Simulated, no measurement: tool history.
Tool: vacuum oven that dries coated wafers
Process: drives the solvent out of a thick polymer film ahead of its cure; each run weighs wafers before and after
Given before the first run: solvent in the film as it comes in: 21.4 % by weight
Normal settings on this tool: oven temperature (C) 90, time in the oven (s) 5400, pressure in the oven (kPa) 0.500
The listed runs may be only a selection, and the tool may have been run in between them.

{"run": 1, "hour": 0.0, "oven temperature (C)": 90, "time in the oven (s)": 5400, "pressure in the oven (kPa)": 0.5, "solvent left in the film (%)": 1.47}
{"run": 2, "hour": 19.8, "oven temperature (C)": 90, "time in the oven (s)": 5400, "pressure in the oven (kPa)": 0.5, "solvent left in the film (%)": 1.4}
{"run": 3, "hour": 44.2, "oven temperature (C)": 90, "time in the oven (s)": 5400, "pressure in the oven (kPa)": 0.5, "solvent left in the film (%)": 1.33}
{"run": 4, "hour": 63.6, "oven temperature (C)": 90, "time in the oven (s)": 5400, "pressure in the oven (kPa)": 0.5, "solvent left in the film (%)": 1.3}
{"run": 5, "hour": 81.7, "oven temperature (C)": 90, "time in the oven (s)": 5400, "pressure in the oven (kPa)": 0.5, "solvent left in the film (%)": 1.48}
{"run": 6, "hour": 97.2, "oven temperature (C)": 90, "time in the oven (s)": 5400, "pressure in the oven (kPa)": 0.5, "solvent left in the film (%)": 1.38}
{"run": 7, "hour": 123.0, "oven temperature (C)": 90, "time in the oven (s)": 5400, "pressure in the oven (kPa)": 0.5, "solvent left in the film (%)": 1.33}
{"run": 8, "hour": 138.7, "oven temperature (C)": 92, "time in the oven (s)": 5400, "pressure in the oven (kPa)": 0.5, "solvent left in the film (%)": 1.09}
{"run": 9, "hour": 151.6, "oven temperature (C)": 92, "time in the oven (s)": 5400, "pressure in the oven (kPa)": 0.5, "solvent left in the film (%)": 0.97}
{"run": 10, "hour": 163.9, "oven temperature (C)": 92, "time in the oven (s)": 5400, "pressure in the oven (kPa)": 0.831, "solvent left in the film (%)": 1.09}
{"run": 11, "hour": 181.0, "oven temperature (C)": 90, "time in the oven (s)": 5400, "pressure in the oven (kPa)": 0.417, "solvent left in the film (%)": 1.39}
{"run": 12, "hour": 200.1, "oven temperature (C)": 90, "time in the oven (s)": 5400, "pressure in the oven (kPa)": 0.417, "solvent left in the film (%)": 1.44}
{"run": 13, "hour": 222.6, "oven temperature (C)": 90, "time in the oven (s)": 5400, "pressure in the oven (kPa)": 1.756, "solvent left in the film (%)": 1.91}
{"run": 14, "hour": 248.8, "oven temperature (C)": 90, "time in the oven (s)": 5400, "pressure in the oven (kPa)": 0.697, "solvent left in the film (%)": 1.48}
{"run": 15, "hour": 269.6, "oven temperature (C)": 90, "time in the oven (s)": 5400, "pressure in the oven (kPa)": 0.697, "solvent left in the film (%)": 1.37}
{"run": 16, "hour": 289.4, "oven temperature (C)": 90, "time in the oven (s)": 5400, "pressure in the oven (kPa)": 0.414, "solvent left in the film (%)": 1.45}
{"run": 17, "hour": 317.3, "oven temperature (C)": 90, "time in the oven (s)": 5400, "pressure in the oven (kPa)": 0.414, "solvent left in the film (%)": 1.39}
{"run": 18, "hour": 342.7, "oven temperature (C)": 90, "time in the oven (s)": 5400, "pressure in the oven (kPa)": 0.414, "solvent left in the film (%)": 1.43}
{"run": 19, "hour": 360.8, "oven temperature (C)": 90, "time in the oven (s)": 5400, "pressure in the oven (kPa)": 0.5, "solvent left in the film (%)": 1.42}
{"run": 20, "hour": 378.5, "oven temperature (C)": 99, "time in the oven (s)": 3000, "pressure in the oven (kPa)": 0.295, "solvent left in the film (%)": 1.31}
{"run": 21, "hour": 406.9, "oven temperature (C)": 99, "time in the oven (s)": 3000, "pressure in the oven (kPa)": 0.295, "solvent left in the film (%)": 1.37}
{"run": 22, "hour": 430.8, "oven temperature (C)": 99, "time in the oven (s)": 3000, "pressure in the oven (kPa)": 0.295, "solvent left in the film (%)": 1.37}
{"run": 23, "hour": 453.1, "oven temperature (C)": 97, "time in the oven (s)": 3840, "pressure in the oven (kPa)": 1.313, "solvent left in the film (%)": 1.25}
{"run": 24, "hour": 477.6, "oven temperature (C)": 86, "time in the oven (s)": 4740, "pressure in the oven (kPa)": 0.39, "solvent left in the film (%)": 3.24}
{"run": 25, "hour": 491.0, "oven temperature (C)": 83, "time in the oven (s)": 7440, "pressure in the oven (kPa)": 1.032, "solvent left in the film (%)": 2.35}

Forecast run 26:
{"run": 26, "hour": 505.3, "oven temperature (C)": 83, "time in the oven (s)": 7440, "pressure in the oven (kPa)": 1.032, "solvent left in the film (%)": "?"}

solvent left in the film (%): 2.39
With the hidden condition absent and the run-to-run variation left alone, this run would have shown solvent left in the film (%) 1.91.

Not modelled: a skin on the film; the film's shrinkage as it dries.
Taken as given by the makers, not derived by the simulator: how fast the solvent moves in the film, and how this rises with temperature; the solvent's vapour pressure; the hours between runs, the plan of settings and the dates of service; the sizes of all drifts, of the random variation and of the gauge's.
